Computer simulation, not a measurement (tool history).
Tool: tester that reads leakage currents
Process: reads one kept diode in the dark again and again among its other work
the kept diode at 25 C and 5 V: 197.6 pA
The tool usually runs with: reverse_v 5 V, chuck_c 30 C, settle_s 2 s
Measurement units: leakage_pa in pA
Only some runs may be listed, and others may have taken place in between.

| run | hour | reverse_v | chuck_c | settle_s | leakage_pa |
|---|---|---|---|---|---|
| 1 | 0 | 5 | 30 | 2 | 351.52 |
| 2 | 32.7 | 5 | 30 | 2 | 353.08 |
| 3 | 65.7 | 5 | 30 | 2 | 353.17 |
| 4 | 126 | 5 | 30 | 2 | 354.71 |
| 5 | 184.6 | 5 | 30 | 2 | 355.9 |
|  | 189.6 | chuck's temperature calibrated |
| 6 | 228.7 | 5 | 30 | 2 | 360.81 |
| 7 | 277.8 | 5 | 30 | 2 | 363.44 |
| 8 | 322.1 | 1.24 | 59 | 2.09 | 2129.73 |
| 9 | 370.8 | 1.94 | 26 | 2.09 | 162.86 |
|  | 376.1 | chuck's temperature calibrated, once more |
| 10 | 413.7 | 5.3 | 30 | 2.81 | 338.92 |
| 11 | 446.2 | 4.78 | 30 | 0.84 | 322.71 |

Results per run with the tool's hidden condition removed, run-to-run variation unchanged:
What the log doesn't record here: stray current of the dirty probe card, pA a volt; current scale over the true one, %; true chuck temperature over the reading, C; drift of the gauge itself on leakage_pa, %.
| run | leakage_pa |
|---|---|
| 1 | 316.24 |
| 2 | 317.08 |
| 3 | 316.5 |
| 4 | 316.76 |
| 5 | 316.7 |
| 6 | 316.31 |
| 7 | 317.71 |
| 8 | 1941.69 |
| 9 | 141.66 |
| 10 | 325.33 |
| 11 | 309.68 |
